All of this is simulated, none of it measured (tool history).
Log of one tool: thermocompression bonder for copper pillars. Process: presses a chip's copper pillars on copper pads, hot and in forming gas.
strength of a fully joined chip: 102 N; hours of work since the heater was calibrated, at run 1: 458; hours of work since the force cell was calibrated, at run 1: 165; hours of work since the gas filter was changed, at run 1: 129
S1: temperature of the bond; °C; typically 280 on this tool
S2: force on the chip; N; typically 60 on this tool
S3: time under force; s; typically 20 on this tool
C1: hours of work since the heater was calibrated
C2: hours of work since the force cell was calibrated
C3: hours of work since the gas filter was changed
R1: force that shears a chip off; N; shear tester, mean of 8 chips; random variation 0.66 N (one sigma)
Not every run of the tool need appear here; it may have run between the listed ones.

{"run": 1, "hour": 0.0, "S1": 280, "S2": 60, "S3": 20, "C1": 458, "C2": 165, "C3": 129, "R1": 49.1}
{"run": 2, "hour": 13.8, "S1": 280, "S2": 60, "S3": 20, "C1": 467, "C2": 174, "C3": 138, "R1": 50.2}
{"run": 3, "hour": 42.9, "S1": 266, "S2": 60, "S3": 20, "C1": 486, "C2": 193, "C3": 157, "R1": 43}
{"hour": 59.2, "done": "forming gas filter changed"}
{"run": 4, "hour": 70.4, "S1": 280, "S2": 60, "S3": 20, "C1": 504, "C2": 211, "C3": 7, "R1": 51.1}
{"run": 5, "hour": 102.7, "S1": 280, "S2": 60, "S3": 20, "C1": 525, "C2": 233, "C3": 29, "R1": 51.8}
{"run": 6, "hour": 134.8, "S1": 280, "S2": 60, "S3": 20, "C1": 546, "C2": 254, "C3": 50, "R1": 50.2}
{"hour": 142.6, "done": "heater calibrated with a thermocouple chip"}
{"run": 7, "hour": 157.8, "S1": 280, "S2": 60, "S3": 39, "C1": 10, "C2": 268, "C3": 64, "R1": 59.1}
{"run": 8, "hour": 183.7, "S1": 280, "S2": 60, "S3": 39, "C1": 27, "C2": 285, "C3": 81, "R1": 57.2}
{"run": 9, "hour": 205.9, "S1": 280, "S2": 39, "S3": 20, "C1": 42, "C2": 300, "C3": 96, "R1": 36.6}
{"run": 10, "hour": 234.8, "S1": 280, "S2": 39, "S3": 23, "C1": 61, "C2": 319, "C3": 115, "R1": 37.7}
{"run": 11, "hour": 260.3, "S1": 280, "S2": 39, "S3": 23, "C1": 78, "C2": 336, "C3": 132, "R1": 37}
{"hour": 264.3, "done": "force cell calibrated"}
{"run": 12, "hour": 288.1, "S1": 280, "S2": 70, "S3": 20, "C1": 95, "C2": 16, "C3": 149, "R1": 52}
{"run": 13, "hour": 305.4, "S1": 280, "S2": 70, "S3": 20, "C1": 107, "C2": 27, "C3": 161, "R1": 51.6}
{"hour": 315.5, "done": "forming gas filter changed"}
{"run": 14, "hour": 321.4, "S1": 280, "S2": 70, "S3": 20, "C1": 117, "C2": 37, "C3": 4, "R1": 51.8}
{"run": 15, "hour": 342.5, "S1": 285, "S2": 70, "S3": 11, "C1": 131, "C2": 51, "C3": 18, "R1": 44.9}
{"run": 16, "hour": 359.9, "S1": 285, "S2": 70, "S3": 11, "C1": 142, "C2": 63, "C3": 29, "R1": 45.3}
{"run": 17, "hour": 391.1, "S1": 296, "S2": 60, "S3": 15, "C1": 163, "C2": 84, "C3": 50, "R1": 50.5}
{"run": 18, "hour": 422.5, "S1": 279, "S2": 58, "S3": 15, "C1": 184, "C2": 104, "C3": 71, "R1": 41.8}
{"run": 19, "hour": 445.9, "S1": 270, "S2": 88, "S3": 23, "C1": 199, "C2": 120, "C3": 86, "R1": 58}
{"hour": 450.2, "done": "force cell calibrated, once more"}
{"run": 20, "hour": 471.6, "S1": 280, "S2": 78, "S3": 16, "C1": 215, "C2": 14, "C3": 102, "R1": 49.5}

What if the next run were any one of these 4? Each begins from the tool's condition after run 20:
{"run": "A", "hour": 494.6, "S1": 280, "S2": 45, "S3": 16, "C1": 231, "C2": 29, "C3": 117, "R1": "?"}
{"run": "B", "hour": 494.6, "S1": 280, "S2": 44, "S3": 20, "C1": 231, "C2": 29, "C3": 117, "R1": "?"}
{"run": "C", "hour": 494.6, "S1": 280, "S2": 84, "S3": 24, "C1": 231, "C2": 29, "C3": 117, "R1": "?"}
{"run": "D", "hour": 494.6, "S1": 265, "S2": 64, "S3": 21, "C1": 231, "C2": 29, "C3": 117, "R1": "?"}

run=A R1=36.1
run=B R1=39.3
run=C R1=60.2
run=D R1=42.8
Without the tool's hidden state the same runs would have given:
run=A R1=34.5
run=B R1=37.6
run=C R1=58.4
run=D R1=40.8
